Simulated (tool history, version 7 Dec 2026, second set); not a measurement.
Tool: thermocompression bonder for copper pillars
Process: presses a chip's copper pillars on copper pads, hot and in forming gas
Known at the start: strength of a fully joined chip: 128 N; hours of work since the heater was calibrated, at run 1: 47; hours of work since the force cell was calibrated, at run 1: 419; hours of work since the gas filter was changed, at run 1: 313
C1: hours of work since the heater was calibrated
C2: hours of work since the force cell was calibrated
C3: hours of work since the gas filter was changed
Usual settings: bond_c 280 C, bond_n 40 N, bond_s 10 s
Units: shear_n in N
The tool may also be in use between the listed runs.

{"run": 1, "day": 0.0, "bond_c": 280, "bond_n": 40, "bond_s": 10, "C1": 47, "C2": 419, "C3": 313, "shear_n": 46.2}
{"run": 2, "day": 1.512, "bond_c": 280, "bond_n": 40, "bond_s": 10, "C1": 71, "C2": 443, "C3": 337, "shear_n": 46.5}
{"run": 3, "day": 3.333, "bond_c": 280, "bond_n": 40, "bond_s": 10, "C1": 100, "C2": 471, "C3": 365, "shear_n": 46.7}
{"run": 4, "day": 4.9, "bond_c": 280, "bond_n": 40, "bond_s": 10, "C1": 124, "C2": 496, "C3": 390, "shear_n": 46.5}
{"run": 5, "day": 7.358, "bond_c": 263, "bond_n": 40, "bond_s": 10, "C1": 163, "C2": 535, "C3": 428, "shear_n": 35.3}
{"run": 6, "day": 9.338, "bond_c": 292, "bond_n": 40, "bond_s": 10, "C1": 194, "C2": 566, "C3": 459, "shear_n": 53.5}
{"day": 10.183, "done": "forming gas filter changed"}
{"run": 7, "day": 11.433, "bond_c": 292, "bond_n": 40, "bond_s": 10, "C1": 227, "C2": 598, "C3": 20, "shear_n": 58.4}
{"run": 8, "day": 12.821, "bond_c": 292, "bond_n": 40, "bond_s": 10, "C1": 248, "C2": 620, "C3": 41, "shear_n": 58.7}
{"run": 9, "day": 15.175, "bond_c": 292, "bond_n": 40, "bond_s": 10, "C1": 285, "C2": 657, "C3": 78, "shear_n": 57.3}
{"run": 10, "day": 17.012, "bond_c": 292, "bond_n": 40, "bond_s": 10, "C1": 314, "C2": 686, "C3": 107, "shear_n": 59.4}
{"run": 11, "day": 19.029, "bond_c": 284, "bond_n": 40, "bond_s": 9, "C1": 346, "C2": 718, "C3": 139, "shear_n": 50.4}
{"run": 12, "day": 20.288, "bond_c": 300, "bond_n": 50, "bond_s": 8, "C1": 366, "C2": 737, "C3": 159, "shear_n": 69.1}
{"run": 13, "day": 21.583, "bond_c": 296, "bond_n": 51, "bond_s": 11, "C1": 386, "C2": 758, "C3": 179, "shear_n": 74.6}
{"run": 14, "day": 22.779, "bond_c": 305, "bond_n": 55, "bond_s": 10, "C1": 405, "C2": 777, "C3": 198, "shear_n": 82.4}
{"run": 15, "day": 24.646, "bond_c": 263, "bond_n": 36, "bond_s": 10, "C1": 434, "C2": 806, "C3": 227, "shear_n": 35.3}
{"run": 16, "day": 25.817, "bond_c": 263, "bond_n": 36, "bond_s": 10, "C1": 453, "C2": 824, "C3": 246, "shear_n": 33.9}
{"run": 17, "day": 27.633, "bond_c": 263, "bond_n": 36, "bond_s": 10, "C1": 481, "C2": 853, "C3": 274, "shear_n": 34.4}
{"run": 18, "day": 28.662, "bond_c": 263, "bond_n": 36, "bond_s": 10, "C1": 497, "C2": 869, "C3": 290, "shear_n": 34.4}

Forecast each of these 5 alternatives for the next run:
{"run": "A", "day": 30.158, "bond_c": 273, "bond_n": 51, "bond_s": 24, "C1": 521, "C2": 893, "C3": 314, "shear_n": "?"}
{"run": "B", "day": 30.158, "bond_c": 281, "bond_n": 34, "bond_s": 8, "C1": 521, "C2": 893, "C3": 314, "shear_n": "?"}
{"run": "C", "day": 30.158, "bond_c": 263, "bond_n": 36, "bond_s": 17, "C1": 521, "C2": 893, "C3": 314, "shear_n": "?"}
{"run": "D", "day": 30.158, "bond_c": 251, "bond_n": 34, "bond_s": 10, "C1": 521, "C2": 893, "C3": 314, "shear_n": "?"}
{"run": "E", "day": 30.158, "bond_c": 280, "bond_n": 28, "bond_s": 10, "C1": 521, "C2": 893, "C3": 314, "shear_n": "?"}

run=A shear_n=72.9
run=B shear_n=38.3
run=C shear_n=42
run=D shear_n=25.4
run=E shear_n=35.5
Without the tool's hidden state the same runs would have given:
run=A shear_n=76.5
run=B shear_n=40
run=C shear_n=43.8
run=D shear_n=26.3
run=E shear_n=37
